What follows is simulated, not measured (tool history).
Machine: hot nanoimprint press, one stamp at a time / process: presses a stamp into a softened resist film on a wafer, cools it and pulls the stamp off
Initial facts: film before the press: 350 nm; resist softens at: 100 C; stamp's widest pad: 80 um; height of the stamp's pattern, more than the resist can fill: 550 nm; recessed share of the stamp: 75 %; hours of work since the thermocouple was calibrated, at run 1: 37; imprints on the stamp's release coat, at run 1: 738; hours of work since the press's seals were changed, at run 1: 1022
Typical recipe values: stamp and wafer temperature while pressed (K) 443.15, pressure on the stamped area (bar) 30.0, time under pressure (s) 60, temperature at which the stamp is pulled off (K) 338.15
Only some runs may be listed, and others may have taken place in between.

run,hour,stamp and wafer temperature while pressed (K),pressure on the stamped area (bar),time under pressure (s),temperature at which the stamp is pulled off (K),hours of work since the thermocouple was calibrated,imprints on the stamp's release coat,hours of work since the press's seals were changed,resist left under the stamp's widest pad (nm),greatest force while the stamp is pulled off (N)
1,0.0,443.15,30.0,60,338.15,37,738,1022,140.1,173
2,35.3,443.15,30.0,60,338.15,63,895,1047,140.1,184
3,74.2,443.15,30.0,60,334.15,91,1068,1075,139.3,197
4,102.1,443.15,30.0,60,338.15,111,1193,1095,139.4,196
5,120.7,443.15,30.0,60,338.15,124,1276,1109,138.7,205
# hour 147.0: press's hydraulic seals changed and the load cell set to zero
6,150.8,443.15,30.0,60,338.15,140,1374,3,134.7,206
7,185.3,455.15,30.0,60,338.15,165,1528,28,88.4,200
8,208.8,455.15,30.0,60,338.15,182,1632,44,88.0,214
9,232.3,455.15,30.0,60,338.15,199,1737,61,87.9,214
10,271.3,443.15,30.0,60,338.15,227,1911,89,133.7,224
# hour 292.6: stamp cleaned and given a new release coat
11,297.2,443.15,30.0,60,338.15,241,20,104,133.4,147
12,325.0,443.15,30.0,60,338.15,261,144,124,133.3,149
13,352.2,443.15,30.0,60,338.15,281,266,143,133.4,155
14,391.6,443.15,30.0,60,338.15,309,441,172,132.6,162
15,424.1,443.15,30.0,60,338.15,332,586,195,132.3,166
16,451.5,449.15,29.3,60,341.15,352,708,215,107.4,157
17,480.2,449.15,23.3,38,326.15,373,836,235,145.1,230
# hour 523.8: plate thermocouple calibrated
18,523.8,450.15,32.9,79,345.15,0,1017,265,84.0,142
19,558.4,443.15,32.9,60,336.15,25,1171,289,121.2,191

Run 20 is up next; what results do you expect?
20,581.6,437.15,46.0,60,325.15,42,1274,306,?,?

{"run 20": {"resist left under the stamp's widest pad (nm)": 129.5, "greatest force while the stamp is pulled off (N)": 258}}
Take away the tool's hidden state, keep the run-to-run variation as it was, and the same run would have given resist left under the stamp's widest pad (nm) 141.4, greatest force while the stamp is pulled off (N) 202.
